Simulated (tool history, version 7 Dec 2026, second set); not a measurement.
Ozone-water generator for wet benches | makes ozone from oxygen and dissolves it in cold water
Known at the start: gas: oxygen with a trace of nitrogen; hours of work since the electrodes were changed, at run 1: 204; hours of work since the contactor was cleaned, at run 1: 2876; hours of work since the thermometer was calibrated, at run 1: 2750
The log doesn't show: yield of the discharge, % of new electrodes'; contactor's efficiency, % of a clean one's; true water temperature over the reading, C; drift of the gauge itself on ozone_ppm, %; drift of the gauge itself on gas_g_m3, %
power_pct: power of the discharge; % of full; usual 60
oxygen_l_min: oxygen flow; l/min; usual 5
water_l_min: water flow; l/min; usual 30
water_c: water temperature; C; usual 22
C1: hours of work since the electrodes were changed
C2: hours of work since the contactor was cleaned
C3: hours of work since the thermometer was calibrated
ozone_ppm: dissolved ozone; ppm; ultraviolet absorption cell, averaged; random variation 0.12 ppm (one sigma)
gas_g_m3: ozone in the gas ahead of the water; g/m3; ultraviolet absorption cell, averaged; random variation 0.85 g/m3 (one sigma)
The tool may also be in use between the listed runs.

Run 1, hour 0: usual settings; C1 204; C2 2876; C3 2750. Result: ozone_ppm 11.4 ppm, gas_g_m3 136.6 g/m3.
Run 2, hour 74.5: usual settings; C1 276; C2 2948; C3 2822. Result: ozone_ppm 11.4 ppm, gas_g_m3 137 g/m3.
Run 3, hour 146.5: usual settings; C1 345; C2 3017; C3 2891. Result: ozone_ppm 11.2 ppm, gas_g_m3 134.8 g/m3.
Run 4, hour 230.5: usual settings; C1 426; C2 3098; C3 2972. Result: ozone_ppm 11.3 ppm, gas_g_m3 135.2 g/m3.
Run 5, hour 290.7: usual settings; C1 484; C2 3156; C3 3030. Result: ozone_ppm 11 ppm, gas_g_m3 136.5 g/m3.
Run 6, hour 343.6: usual settings; C1 535; C2 3206; C3 3081. Result: ozone_ppm 11.1 ppm, gas_g_m3 136.3 g/m3.
At hour 367.1: water thermometer calibrated.
Run 7, hour 424.5: usual settings; C1 612; C2 3284; C3 55. Result: ozone_ppm 11.2 ppm, gas_g_m3 135.1 g/m3.
Run 8, hour 489.9: usual settings; C1 675; C2 3347; C3 118. Result: ozone_ppm 11 ppm, gas_g_m3 133.8 g/m3.
Run 9, hour 555.2: usual settings; C1 738; C2 3410; C3 181. Result: ozone_ppm 11.3 ppm, gas_g_m3 133.7 g/m3.
Run 10, hour 600.8: usual settings; C1 782; C2 3453; C3 225. Result: ozone_ppm 11.2 ppm, gas_g_m3 136.2 g/m3.
Run 11, hour 652.3: usual settings but water_l_min 21 l/min; C1 831; C2 3503; C3 274. Result: ozone_ppm 14.4 ppm, gas_g_m3 134.1 g/m3.
Run 12, hour 741.1: usual settings but water_l_min 21 l/min; C1 917; C2 3588; C3 360. Result: ozone_ppm 14.2 ppm, gas_g_m3 133 g/m3.
Run 13, hour 812.5: usual settings but water_l_min 21 l/min; C1 985; C2 3657; C3 429. Result: ozone_ppm 14.1 ppm, gas_g_m3 133.6 g/m3.
Run 14, hour 868.3: usual settings but water_l_min 21 l/min; C1 1039; C2 3711; C3 482. Result: ozone_ppm 14.1 ppm, gas_g_m3 133.7 g/m3.
Run 15, hour 924.8: usual settings but power_pct 70 % of full; C1 1093; C2 3765; C3 537. Result: ozone_ppm 12 ppm, gas_g_m3 147 g/m3.
Run 16, hour 983.8: usual settings but power_pct 70 % of full; C1 1150; C2 3822; C3 593. Result: ozone_ppm 12 ppm, gas_g_m3 145.4 g/m3.
Run 17, hour 1021.6: usual settings; C1 1186; C2 3858; C3 630. Result: ozone_ppm 10.9 ppm, gas_g_m3 132.1 g/m3.
Run 18, hour 1083.6: usual settings; C1 1246; C2 3918; C3 689. Result: ozone_ppm 10.9 ppm, gas_g_m3 132.5 g/m3.
Run 19, hour 1171.7: usual settings but water_l_min 22 l/min; C1 1331; C2 4003; C3 774. Result: ozone_ppm 13.4 ppm, gas_g_m3 132.9 g/m3.
Run 20, hour 1231.2: usual settings but oxygen_l_min 3.97 l/min, water_l_min 22 l/min; C1 1388; C2 4060; C3 831. Result: ozone_ppm 12.9 ppm, gas_g_m3 144.7 g/m3.
Run 21, hour 1292.6: usual settings but power_pct 82 % of full, oxygen_l_min 7.8 l/min, water_l_min 26 l/min, water_c 27 C; C1 1447; C2 4119; C3 890. Result: ozone_ppm 13.8 ppm, gas_g_m3 132.1 g/m3.
Run 22, hour 1331.4: usual settings but power_pct 56 % of full, oxygen_l_min 7.8 l/min, water_l_min 26 l/min, water_c 27 C; C1 1484; C2 4156; C3 928. Result: ozone_ppm 11 ppm, gas_g_m3 102.3 g/m3.
Run 23, hour 1386.8: usual settings but power_pct 56 % of full, oxygen_l_min 7.8 l/min, water_l_min 26 l/min, water_c 27 C; C1 1538; C2 4210; C3 981. Result: ozone_ppm 11 ppm, gas_g_m3 102.9 g/m3.
Run 24, hour 1443.4: usual settings but power_pct 70 % of full, oxygen_l_min 8.56 l/min, water_l_min 28 l/min, water_c 29 C; C1 1592; C2 4264; C3 1036. Result: ozone_ppm 11.6 ppm, gas_g_m3 112.1 g/m3.
Run 25, hour 1514.1: usual settings but power_pct 70 % of full, oxygen_l_min 8.56 l/min, water_l_min 28 l/min, water_c 29 C; C1 1660; C2 4332; C3 1104. Result: ozone_ppm 11.4 ppm, gas_g_m3 113.4 g/m3.
Run 26, hour 1569.4: usual settings but power_pct 75 % of full; C1 1713; C2 4385; C3 1157. Result: ozone_ppm 12.2 ppm, gas_g_m3 149.5 g/m3.
Run 27, hour 1631: usual settings but power_pct 67 % of full, oxygen_l_min 6.47 l/min, water_l_min 19 l/min, water_c 23 C; C1 1773; C2 4445; C3 1216. Result: ozone_ppm 15.4 ppm, gas_g_m3 123.7 g/m3.
Run 28, hour 1702.8: usual settings but power_pct 40 % of full, water_l_min 26 l/min; C1 1842; C2 4514; C3 1285. Result: ozone_ppm 9 ppm, gas_g_m3 102.4 g/m3.
Run 29, hour 1789.1: usual settings but power_pct 40 % of full, oxygen_l_min 3.1 l/min, water_l_min 27 l/min; C1 1925; C2 4597; C3 1368. Result: ozone_ppm 8 ppm, gas_g_m3 125.1 g/m3.
Run 30, hour 1840.8: usual settings but power_pct 73 % of full, oxygen_l_min 5.79 l/min, water_l_min 22 l/min, water_c 28 C; C1 1975; C2 4646; C3 1418. Result: ozone_ppm 13.8 ppm, gas_g_m3 134.5 g/m3.
Run 31, hour 1915.5: usual settings but power_pct 73 % of full, oxygen_l_min 5.79 l/min, water_l_min 36 l/min, water_c 28 C; C1 2046; C2 4718; C3 1490. Result: ozone_ppm 9.5 ppm, gas_g_m3 135.9 g/m3.
Run 32, hour 1975.5: usual settings but water_c 20 C; C1 2104; C2 4776; C3 1547. Result: ozone_ppm 10.6 ppm, gas_g_m3 127.4 g/m3.
Run 33, hour 2047.5: usual settings but power_pct 96 % of full, water_l_min 19 l/min, water_c 20 C; C1 2173; C2 4845; C3 1617. Result: ozone_ppm 19.3 ppm, gas_g_m3 168.8 g/m3.

How the hidden state differs across the entries between the runs, from the last listed run before each to the first after it:
Between runs 6 and 7: water thermometer calibrated (hour 367.1)
  yield of the discharge, % of new electrodes': 97.9 -> 97.6; contactor's efficiency, % of a clean one's: 89.3 -> 89.1; true water temperature over the reading, C: 0.19 -> 0.05
  measured less the result without the state, ozone_ppm: -0.7 -> -0.8 ppm; gas_g_m3: -2.6 -> -2.9 g/m3

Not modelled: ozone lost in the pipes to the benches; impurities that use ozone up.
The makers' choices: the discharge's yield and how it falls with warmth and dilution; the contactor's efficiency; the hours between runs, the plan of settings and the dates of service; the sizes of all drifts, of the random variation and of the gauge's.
